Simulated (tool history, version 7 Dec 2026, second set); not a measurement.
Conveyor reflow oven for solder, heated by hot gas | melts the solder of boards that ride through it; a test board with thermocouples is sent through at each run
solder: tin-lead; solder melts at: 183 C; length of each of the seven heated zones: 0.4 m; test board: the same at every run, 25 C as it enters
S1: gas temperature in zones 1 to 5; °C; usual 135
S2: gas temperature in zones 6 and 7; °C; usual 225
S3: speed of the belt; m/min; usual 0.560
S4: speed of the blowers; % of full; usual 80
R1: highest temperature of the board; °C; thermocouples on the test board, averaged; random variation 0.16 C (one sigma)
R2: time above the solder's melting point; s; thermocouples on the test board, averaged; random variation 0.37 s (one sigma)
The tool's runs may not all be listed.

run 1 day=0.000 | S1=135 S2=225 S3=0.560 S4=80 | R1=213.9 R2=62.6
-- day=0.683 flux residue cleaned out of gas plates and filters
run 2 day=1.400 | S1=135 S2=225 S3=0.560 S4=80 | R1=215.6 R2=64.1
run 3 day=2.288 | S1=135 S2=225 S3=0.560 S4=80 | R1=215.5 R2=63.9
run 4 day=3.258 | S1=130 S2=225 S3=0.560 S4=80 | R1=214.7 R2=61.2
run 5 day=4.275 | S1=130 S2=225 S3=0.560 S4=80 | R1=215.0 R2=61.6
run 6 day=5.517 | S1=135 S2=225 S3=0.560 S4=80 | R1=215.5 R2=63.5
run 7 day=6.725 | S1=123 S2=225 S3=0.560 S4=80 | R1=213.6 R2=59.1
run 8 day=7.567 | S1=123 S2=225 S3=0.560 S4=80 | R1=213.4 R2=58.2
run 9 day=8.162 | S1=123 S2=225 S3=0.560 S4=85 | R1=214.3 R2=59.1
run 10 day=8.929 | S1=135 S2=215 S3=0.560 S4=80 | R1=206.1 R2=54.6
run 11 day=9.538 | S1=135 S2=225 S3=0.563 S4=80 | R1=215.1 R2=63.3
run 12 day=10.100 | S1=135 S2=225 S3=0.563 S4=80 | R1=214.7 R2=62.9
run 13 day=10.704 | S1=135 S2=225 S3=0.563 S4=80 | R1=214.7 R2=62.4
run 14 day=11.621 | S1=135 S2=225 S3=0.563 S4=87 | R1=215.8 R2=63.9
run 15 day=12.429 | S1=135 S2=225 S3=0.563 S4=87 | R1=215.7 R2=64.5
-- day=12.712 flux residue cleaned out of gas plates and filters
run 16 day=13.350 | S1=135 S2=228 S3=0.475 S4=87 | R1=223.2 R2=85.4
run 17 day=14.304 | S1=135 S2=225 S3=0.613 S4=85 | R1=214.6 R2=58.2
run 18 day=14.900 | S1=134 S2=225 S3=0.613 S4=80 | R1=213.5 R2=56.0
run 19 day=16.183 | S1=134 S2=225 S3=0.613 S4=80 | R1=213.8 R2=55.7
run 20 day=17.104 | S1=131 S2=225 S3=0.613 S4=65 | R1=209.9 R2=50.8
run 21 day=18.262 | S1=144 S2=220 S3=0.655 S4=80 | R1=208.9 R2=51.2
run 22 day=19.242 | S1=144 S2=220 S3=0.521 S4=80 | R1=213.9 R2=72.5
-- day=20.383 thermocouples of zones 6 and 7 changed
run 23 day=20.475 | S1=144 S2=220 S3=0.521 S4=80 | R1=211.9 R2=70.3
run 24 day=21.188 | S1=132 S2=220 S3=0.620 S4=80 | R1=206.3 R2=47.7
run 25 day=21.942 | S1=125 S2=220 S3=0.620 S4=71 | R1=203.1 R2=41.5

Forecast each of these 4 alternatives for the next run:
run A day=23.033 | S1=125 S2=220 S3=0.620 S4=57 | R1=? R2=?
run B day=23.033 | S1=143 S2=220 S3=0.620 S4=71 | R1=? R2=?
run C day=23.033 | S1=120 S2=220 S3=0.620 S4=75 | R1=? R2=?
run D day=23.033 | S1=138 S2=229 S3=0.620 S4=71 | R1=? R2=?

run=A R1=200.0 R2=35.4
run=B R1=206.4 R2=51.1
run=C R1=203.2 R2=40.0
run=D R1=213.5 R2=56.6
Without the tool's hidden state the same runs would have given:
run=A R1=200.6 R2=35.7
run=B R1=207.0 R2=51.0
run=C R1=204.1 R2=40.6
run=D R1=214.2 R2=56.2
